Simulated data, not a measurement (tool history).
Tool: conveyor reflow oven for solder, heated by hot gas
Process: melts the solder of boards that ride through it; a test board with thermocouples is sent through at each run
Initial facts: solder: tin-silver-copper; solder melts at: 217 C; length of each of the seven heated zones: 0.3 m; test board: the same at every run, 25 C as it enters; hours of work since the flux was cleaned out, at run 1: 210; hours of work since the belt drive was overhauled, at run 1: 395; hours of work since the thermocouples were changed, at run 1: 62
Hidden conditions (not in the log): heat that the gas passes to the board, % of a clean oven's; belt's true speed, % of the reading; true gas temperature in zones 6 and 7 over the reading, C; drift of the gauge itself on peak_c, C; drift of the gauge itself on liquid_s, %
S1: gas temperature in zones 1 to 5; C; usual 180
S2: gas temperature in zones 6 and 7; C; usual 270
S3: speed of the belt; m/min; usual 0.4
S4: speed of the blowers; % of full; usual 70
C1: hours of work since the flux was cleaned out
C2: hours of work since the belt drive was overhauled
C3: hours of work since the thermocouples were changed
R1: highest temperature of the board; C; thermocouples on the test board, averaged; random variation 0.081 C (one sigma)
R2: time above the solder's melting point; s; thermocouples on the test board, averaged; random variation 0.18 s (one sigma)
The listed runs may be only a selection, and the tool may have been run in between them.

| run | hour | S1 | S2 | S3 | S4 | C1 | C2 | C3 | R1 | R2 |
|---|---|---|---|---|---|---|---|---|---|---|
| 1 | 0 | 180 | 270 | 0.4 | 70 | 210 | 395 | 62 | 252.14 | 69.3 |
| 2 | 8.2 | 180 | 270 | 0.4 | 70 | 214 | 399 | 66 | 251.93 | 69.2 |
| 3 | 16.8 | 180 | 270 | 0.4 | 70 | 219 | 403 | 71 | 252.05 | 69.5 |
| 4 | 22.2 | 180 | 258 | 0.4 | 70 | 221 | 406 | 73 | 241.69 | 59.4 |
| 5 | 30.9 | 180 | 270 | 0.4 | 70 | 226 | 410 | 78 | 251.91 | 69.3 |
| 6 | 39.8 | 180 | 270 | 0.4 | 70 | 230 | 414 | 82 | 252.02 | 69.3 |
| 7 | 43.8 | 180 | 270 | 0.4 | 70 | 232 | 416 | 84 | 251.88 | 69.4 |
| 8 | 50.2 | 180 | 270 | 0.4 | 70 | 235 | 419 | 87 | 251.9 | 69.3 |
| 9 | 58.9 | 180 | 270 | 0.4 | 70 | 239 | 424 | 91 | 251.93 | 69.2 |
| 10 | 65.7 | 180 | 270 | 0.4 | 70 | 243 | 427 | 95 | 251.89 | 69.1 |
| 11 | 71.4 | 180 | 270 | 0.4 | 70 | 245 | 430 | 97 | 251.8 | 69.3 |
| 12 | 79.9 | 180 | 270 | 0.4 | 70 | 250 | 434 | 102 | 251.89 | 69.6 |
| 13 | 85.2 | 180 | 270 | 0.4 | 70 | 252 | 436 | 104 | 251.78 | 69.3 |
| 14 | 92.9 | 180 | 270 | 0.4 | 70 | 256 | 440 | 108 | 251.78 | 68.8 |
|  | 106.6 | flux residue cleaned out of gas plates and filters |
| 15 | 106.7 | 181 | 270 | 0.4 | 70 | 0 | 445 | 112 | 253.32 | 71.4 |
| 16 | 114.5 | 181 | 270 | 0.4 | 70 | 4 | 448 | 116 | 253.24 | 71.4 |
| 17 | 119.7 | 186 | 276 | 0.424 | 60 | 6 | 451 | 119 | 254.4 | 69.4 |
| 18 | 127.9 | 186 | 276 | 0.424 | 60 | 10 | 455 | 123 | 254.48 | 69.1 |
| 19 | 134.7 | 186 | 276 | 0.424 | 80 | 14 | 458 | 126 | 259.76 | 74.2 |
| 20 | 139.9 | 191 | 270 | 0.426 | 70 | 16 | 461 | 129 | 253.24 | 71.2 |
| 21 | 148.6 | 172 | 270 | 0.326 | 59 | 21 | 465 | 133 | 255.33 | 86 |
| 22 | 153.8 | 180 | 272 | 0.4 | 89 | 23 | 468 | 135 | 258.87 | 76.3 |
| 23 | 159 | 180 | 269 | 0.4 | 70 | 26 | 470 | 138 | 252.15 | 69.8 |
| 24 | 164.5 | 176 | 284 | 0.381 | 74 | 28 | 473 | 141 | 267.28 | 83.2 |
| 25 | 171.2 | 180 | 273 | 0.4 | 65 | 32 | 476 | 144 | 254.26 | 71.1 |
| 26 | 176.8 | 171 | 261 | 0.393 | 65 | 34 | 479 | 147 | 242.76 | 57.4 |
| 27 | 184.7 | 180 | 270 | 0.4 | 61 | 38 | 483 | 150 | 250.44 | 67.7 |
| 28 | 190 | 180 | 270 | 0.4 | 61 | 41 | 485 | 153 | 250.56 | 67.5 |
| 29 | 196.2 | 180 | 270 | 0.4 | 61 | 44 | 489 | 156 | 250.34 | 67.5 |
| 30 | 205.6 | 180 | 278 | 0.345 | 70 | 49 | 493 | 161 | 264.44 | 92.6 |
| 31 | 211.3 | 180 | 278 | 0.345 | 56 | 51 | 496 | 164 | 260.94 | 89.4 |

Across each entry between runs, compare the hidden state at the last listed run before it with the hidden state at the first listed run after it:
Runs 14 to 15: flux residue cleaned out of gas plates and filters (hour 106.6)
  heat that the gas passes to the board, % of a clean oven's: 94.2 -> 99.7; belt's true speed, % of the reading: 99.02 -> 99.01; true gas temperature in zones 6 and 7 over the reading, C: 0.05 -> 0.06
  difference, measured minus the result without the unlogged condition, R1: -1.03 -> +0.31 C; R2: -0.6 -> +1 s
